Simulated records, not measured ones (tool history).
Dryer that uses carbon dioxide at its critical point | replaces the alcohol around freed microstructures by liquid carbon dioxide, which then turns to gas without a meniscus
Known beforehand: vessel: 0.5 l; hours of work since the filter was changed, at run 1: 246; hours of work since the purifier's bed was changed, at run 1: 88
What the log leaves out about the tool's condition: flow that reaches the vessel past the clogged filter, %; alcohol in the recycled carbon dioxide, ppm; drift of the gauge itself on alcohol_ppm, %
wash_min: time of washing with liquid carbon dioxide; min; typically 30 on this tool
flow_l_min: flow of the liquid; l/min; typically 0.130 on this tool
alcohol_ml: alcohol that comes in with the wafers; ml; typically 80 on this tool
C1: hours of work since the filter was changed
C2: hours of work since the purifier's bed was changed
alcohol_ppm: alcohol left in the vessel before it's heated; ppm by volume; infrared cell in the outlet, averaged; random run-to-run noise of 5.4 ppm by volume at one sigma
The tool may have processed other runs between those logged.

Run 1, day 0.000: usual settings; C1 246; C2 88. Result: alcohol_ppm 262 ppm by volume.
Run 2, day 0.292: usual settings; C1 248; C2 91. Result: alcohol_ppm 268 ppm by volume.
Run 3, day 0.479: usual settings but flow_l_min 0.087 l/min; C1 250; C2 92. Result: alcohol_ppm 1968 ppm by volume.
Run 4, day 0.712: usual settings but flow_l_min 0.215 l/min; C1 252; C2 94. Result: alcohol_ppm 35 ppm by volume.
Run 5, day 1.088: usual settings but flow_l_min 0.215 l/min; C1 255; C2 97. Result: alcohol_ppm 32 ppm by volume.
Run 6, day 1.254: usual settings but flow_l_min 0.215 l/min; C1 256; C2 99. Result: alcohol_ppm 36 ppm by volume.
Run 7, day 1.508: usual settings; C1 259; C2 101. Result: alcohol_ppm 258 ppm by volume.
Run 8, day 1.712: usual settings; C1 260; C2 103. Result: alcohol_ppm 271 ppm by volume.
Run 9, day 1.900: usual settings; C1 262; C2 104. Result: alcohol_ppm 281 ppm by volume.
Run 10, day 2.054: usual settings; C1 263; C2 105. Result: alcohol_ppm 272 ppm by volume.
Run 11, day 2.279: usual settings but alcohol_ml 64 ml; C1 265; C2 107. Result: alcohol_ppm 232 ppm by volume.
Run 12, day 2.600: usual settings but alcohol_ml 72 ml; C1 268; C2 110. Result: alcohol_ppm 248 ppm by volume.
Run 13, day 2.867: usual settings but alcohol_ml 72 ml; C1 270; C2 112. Result: alcohol_ppm 253 ppm by volume.
Run 14, day 3.029: usual settings; C1 271; C2 114. Result: alcohol_ppm 290 ppm by volume.
Run 15, day 3.346: usual settings; C1 274; C2 116. Result: alcohol_ppm 270 ppm by volume.
Run 16, day 3.517: usual settings; C1 275; C2 118. Result: alcohol_ppm 293 ppm by volume.
Run 17, day 3.854: usual settings but wash_min 43 min; C1 278; C2 121. Result: alcohol_ppm 46 ppm by volume.
Run 18, day 4.154: usual settings but alcohol_ml 49 ml; C1 281; C2 123. Result: alcohol_ppm 203 ppm by volume.
Run 19, day 4.500: usual settings but flow_l_min 0.094 l/min; C1 284; C2 126. Result: alcohol_ppm 1454 ppm by volume.
Run 20, day 4.683: usual settings but wash_min 31 min; C1 285; C2 128. Result: alcohol_ppm 258 ppm by volume.
Run 21, day 5.008: usual settings but alcohol_ml 39 ml; C1 288; C2 130. Result: alcohol_ppm 160 ppm by volume.
Run 22, day 5.271: usual settings but alcohol_ml 39 ml; C1 290; C2 133. Result: alcohol_ppm 162 ppm by volume.
Run 23, day 5.492: usual settings but wash_min 25 min, alcohol_ml 35 ml; C1 292; C2 134. Result: alcohol_ppm 380 ppm by volume.
Run 24, day 5.746: usual settings but wash_min 44 min, flow_l_min 0.108 l/min; C1 294; C2 136. Result: alcohol_ppm 106 ppm by volume.
Run 25, day 6.004: usual settings but wash_min 28 min, flow_l_min 0.079 l/min, alcohol_ml 45 ml; C1 296; C2 139. Result: alcohol_ppm 2288 ppm by volume.
Run 26, day 6.162: usual settings but wash_min 22 min, flow_l_min 0.111 l/min; C1 298; C2 140. Result: alcohol_ppm 2852 ppm by volume.
Run 27, day 6.454: usual settings but wash_min 41 min, flow_l_min 0.101 l/min, alcohol_ml 43 ml; C1 300; C2 142. Result: alcohol_ppm 130 ppm by volume.
Run 28, day 6.721: usual settings but wash_min 22 min, flow_l_min 0.176 l/min, alcohol_ml 70 ml; C1 302; C2 145. Result: alcohol_ppm 319 ppm by volume.
Run 29, day 6.983: usual settings but wash_min 33 min, flow_l_min 0.208 l/min, alcohol_ml 70 ml; C1 305; C2 147. Result: alcohol_ppm 38 ppm by volume.
Run 30, day 7.204: usual settings but flow_l_min 0.146 l/min, alcohol_ml 51 ml; C1 306; C2 149. Result: alcohol_ppm 124 ppm by volume.
Run 31, day 7.529: usual settings but flow_l_min 0.146 l/min, alcohol_ml 76 ml; C1 309; C2 151. Result: alcohol_ppm 164 ppm by volume.
Run 32, day 7.808: usual settings but wash_min 25 min, flow_l_min 0.145 l/min, alcohol_ml 76 ml; C1 311; C2 154. Result: alcohol_ppm 478 ppm by volume.
Run 33, day 8.038: usual settings but wash_min 27 min, flow_l_min 0.199 l/min; C1 313; C2 156. Result: alcohol_ppm 71 ppm by volume.
Run 34, day 8.229: usual settings but wash_min 27 min, flow_l_min 0.199 l/min; C1 315; C2 157. Result: alcohol_ppm 72 ppm by volume.
Run 35, day 8.533: usual settings but wash_min 19 min, flow_l_min 0.194 l/min, alcohol_ml 30 ml; C1 318; C2 160. Result: alcohol_ppm 201 ppm by volume.
Run 36, day 8.758: usual settings but wash_min 33 min, flow_l_min 0.187 l/min, alcohol_ml 48 ml; C1 319; C2 162. Result: alcohol_ppm 45 ppm by volume.
Run 37, day 9.000: usual settings but wash_min 45 min, flow_l_min 0.104 l/min, alcohol_ml 44 ml; C1 321; C2 164. Result: alcohol_ppm 76 ppm by volume.
Run 38, day 9.371: usual settings but wash_min 31 min, flow_l_min 0.121 l/min; C1 325; C2 167. Result: alcohol_ppm 381 ppm by volume.
At day 9.550: inlet filter changed.
Run 39, day 9.588: usual settings but wash_min 26 min, flow_l_min 0.100 l/min, alcohol_ml 29 ml; C1 0; C2 168. Result: alcohol_ppm 529 ppm by volume.
Run 40, day 9.829: usual settings but wash_min 35 min, flow_l_min 0.106 l/min, alcohol_ml 29 ml; C1 2; C2 170. Result: alcohol_ppm 104 ppm by volume.
Run 41, day 10.129: usual settings but wash_min 33 min, flow_l_min 0.162 l/min, alcohol_ml 48 ml; C1 5; C2 173. Result: alcohol_ppm 51 ppm by volume.

Alternative continuations, all from the tool just after run 41; predict every row:
Run A, day 10.304: usual settings but flow_l_min 0.110 l/min; C1 6; C2 174. Result: alcohol_ppm ?.
Run B, day 10.304: usual settings but wash_min 43 min, flow_l_min 0.093 l/min, alcohol_ml 25 ml; C1 6; C2 174. Result: alcohol_ppm ?.
Run C, day 10.304: usual settings but wash_min 44 min, alcohol_ml 111 ml; C1 6; C2 174. Result: alcohol_ppm ?.
Run D, day 10.304: usual settings but wash_min 36 min, flow_l_min 0.134 l/min, alcohol_ml 82 ml; C1 6; C2 174. Result: alcohol_ppm ?.

run  alcohol_ppm
  A          410
  B           75
  C           48
  D           71
The same runs, with their run-to-run variation unchanged, on a tool lacking any hidden condition would have given:
run  alcohol_ppm
  A          350
  B           31
  C            5
  D           28
